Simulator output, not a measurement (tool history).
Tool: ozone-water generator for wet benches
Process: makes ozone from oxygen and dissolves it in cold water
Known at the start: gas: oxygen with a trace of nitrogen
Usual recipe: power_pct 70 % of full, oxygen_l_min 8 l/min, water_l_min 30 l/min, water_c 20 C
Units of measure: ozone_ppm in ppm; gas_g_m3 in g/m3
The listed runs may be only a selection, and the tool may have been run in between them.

run,hour,power_pct,oxygen_l_min,water_l_min,water_c,ozone_ppm,gas_g_m3
1,0,70,8,30,20,17.6,168.2
2,95,61,8,30,20,15.4,146.1
3,218.7,70,8,30,20,17.3,165.9
4,297.9,70,8,30,20,17.6,167.8
5,406,70,8,30,20,17.4,166.9
6,565.6,70,8,30,20,17.4,166.3
7,673.3,70,8,30,20,17.6,167.8
8,803.2,70,8,30,20,17.6,167.5
9,940.6,49,4.98,43,21,8.9,160
10,1051.6,80,8,30,20,19.8,189.6

Below are 4 alternative next runs, each starting from the tool's condition after run 10. Predict each:
A,1161.8,73,8,30,20,?,?
B,1161.8,55,5.5,30,20,?,?
C,1161.8,96,8,29,20,?,?
D,1161.8,80,5.75,30,25,?,?

run,ozone_ppm,gas_g_m3
A,18.2,174.2
B,14,167.6
C,24,224.5
D,19,233.4
Without the tool's hidden state the same runs would have given:
run,ozone_ppm,gas_g_m3
A,18.3,174.7
B,14.1,167.9
C,24.1,225.2
D,19,234

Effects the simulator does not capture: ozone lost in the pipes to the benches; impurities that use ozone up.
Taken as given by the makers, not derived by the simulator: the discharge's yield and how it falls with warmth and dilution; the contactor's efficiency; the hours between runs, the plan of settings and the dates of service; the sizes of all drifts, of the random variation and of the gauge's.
